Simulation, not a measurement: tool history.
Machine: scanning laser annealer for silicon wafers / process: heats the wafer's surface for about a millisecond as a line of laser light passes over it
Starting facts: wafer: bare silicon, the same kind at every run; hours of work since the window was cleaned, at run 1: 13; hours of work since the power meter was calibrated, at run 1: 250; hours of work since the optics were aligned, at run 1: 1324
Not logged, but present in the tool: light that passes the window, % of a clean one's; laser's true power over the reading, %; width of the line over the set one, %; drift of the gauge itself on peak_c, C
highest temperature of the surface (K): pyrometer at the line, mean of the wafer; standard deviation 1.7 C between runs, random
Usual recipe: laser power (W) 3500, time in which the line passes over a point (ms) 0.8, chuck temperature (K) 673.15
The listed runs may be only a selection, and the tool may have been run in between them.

| run | hour | laser power (W) | time in which the line passes over a point (ms) | chuck temperature (K) | hours of work since the window was cleaned | hours of work since the power meter was calibrated | hours of work since the optics were aligned | highest temperature of the surface (K) |
|---|---|---|---|---|---|---|---|---|
| 1 | 0 | 3500 | 0.8 | 673.15 | 13 | 250 | 1324 | 1477.15 |
| 2 | 13.7 | 3335 | 0.8 | 673.15 | 19 | 255 | 1329 | 1438.15 |
| 3 | 27.1 | 3335 | 0.8 | 673.15 | 24 | 261 | 1335 | 1433.15 |
| 4 | 37 | 3335 | 0.8 | 673.15 | 28 | 265 | 1339 | 1437.15 |
| 5 | 53.8 | 3335 | 0.8 | 673.15 | 35 | 272 | 1346 | 1434.15 |
| 6 | 69.2 | 3335 | 0.8 | 673.15 | 41 | 278 | 1352 | 1434.15 |
| 7 | 80.4 | 3335 | 0.8 | 673.15 | 46 | 283 | 1357 | 1435.15 |
| 8 | 88.5 | 3335 | 0.8 | 673.15 | 49 | 286 | 1360 | 1432.15 |
| 9 | 97 | 3500 | 0.8 | 673.15 | 53 | 289 | 1363 | 1472.15 |
| 10 | 107.4 | 3500 | 0.764 | 673.15 | 57 | 294 | 1368 | 1455.15 |
| 11 | 124.4 | 3500 | 0.764 | 673.15 | 64 | 301 | 1375 | 1453.15 |
| 12 | 139.4 | 3500 | 0.764 | 673.15 | 70 | 307 | 1381 | 1454.15 |
| 13 | 155.6 | 3500 | 0.764 | 673.15 | 77 | 313 | 1387 | 1457.15 |
| 14 | 168 | 3274 | 0.764 | 673.15 | 82 | 319 | 1393 | 1406.15 |
| 15 | 176 | 3500 | 0.8 | 673.15 | 85 | 322 | 1396 | 1471.15 |
| 16 | 191.5 | 3500 | 0.8 | 661.15 | 91 | 328 | 1402 | 1460.15 |
| 17 | 204.6 | 3500 | 0.621 | 661.15 | 97 | 334 | 1408 | 1367.15 |
| 18 | 222.1 | 3500 | 0.621 | 661.15 | 104 | 341 | 1415 | 1368.15 |
| 19 | 231.4 | 3500 | 0.621 | 661.15 | 108 | 345 | 1419 | 1368.15 |
|  | 235.4 | laser's power meter calibrated |
| 20 | 242.8 | 3078 | 0.786 | 670.15 | 111 | 3 | 1422 | 1368.15 |
| 21 | 258.3 | 3078 | 0.786 | 670.15 | 118 | 9 | 1428 | 1370.15 |
| 22 | 272.6 | 3078 | 0.786 | 670.15 | 123 | 15 | 1434 | 1365.15 |
| 23 | 282.8 | 3239 | 0.65 | 673.15 | 128 | 19 | 1438 | 1343.15 |
| 24 | 295.9 | 3270 | 0.564 | 658.15 | 133 | 25 | 1444 | 1290.15 |
| 25 | 303.4 | 3849 | 0.8 | 673.15 | 136 | 28 | 1447 | 1549.15 |
| 26 | 312.4 | 3409 | 0.601 | 648.15 | 140 | 32 | 1450 | 1330.15 |
|  | 316.3 | laser's power meter calibrated, once more |
| 27 | 328 | 3239 | 0.8 | 709.15 | 145 | 5 | 1456 | 1443.15 |
| 28 | 336.8 | 3239 | 0.8 | 709.15 | 149 | 8 | 1459 | 1445.15 |
| 29 | 351.5 | 3500 | 0.863 | 646.15 | 155 | 14 | 1465 | 1470.15 |
| 30 | 360.8 | 3500 | 0.863 | 646.15 | 158 | 18 | 1469 | 1470.15 |
| 31 | 376 | 3500 | 0.766 | 673.15 | 165 | 24 | 1475 | 1452.15 |
| 32 | 392.9 | 3500 | 0.766 | 673.15 | 171 | 31 | 1482 | 1451.15 |
| 33 | 408.7 | 3207 | 0.803 | 673.15 | 178 | 38 | 1489 | 1401.15 |
| 34 | 418.1 | 3114 | 0.65 | 673.15 | 182 | 42 | 1493 | 1313.15 |
| 35 | 435.2 | 3114 | 0.65 | 673.15 | 189 | 49 | 1500 | 1311.15 |
| 36 | 451.1 | 3080 | 0.8 | 673.15 | 195 | 55 | 1506 | 1371.15 |
| 37 | 461 | 3193 | 0.943 | 696.15 | 199 | 59 | 1510 | 1476.15 |
| 38 | 475.9 | 3193 | 0.943 | 696.15 | 205 | 65 | 1516 | 1478.15 |

Some steps in highest temperature of the surface (K) between neighbouring runs. How much of each would the tool show without its hidden state too (settings, what came in, random variation), and how much is left for the hidden state, with any gauge scatter that isn't in both results?
Run 24 -> 25: laser power (W) 3270 -> 3849, time in which the line passes over a point (ms) 0.564 -> 0.8, chuck temperature (K) 658.15 -> 673.15. highest temperature of the surface (K) +259: hidden state -3, all else +262.
Run 25 -> 26: laser power (W) 3849 -> 3409, time in which the line passes over a point (ms) 0.8 -> 0.601, chuck temperature (K) 673.15 -> 648.15. highest temperature of the surface (K) -219: hidden state +3, all else -222.
Run 26 -> 27: laser power (W) 3409 -> 3239, time in which the line passes over a point (ms) 0.601 -> 0.8, chuck temperature (K) 648.15 -> 709.15, laser's power meter calibrated, once more. highest temperature of the surface (K) +113: hidden state -5, all else +118.

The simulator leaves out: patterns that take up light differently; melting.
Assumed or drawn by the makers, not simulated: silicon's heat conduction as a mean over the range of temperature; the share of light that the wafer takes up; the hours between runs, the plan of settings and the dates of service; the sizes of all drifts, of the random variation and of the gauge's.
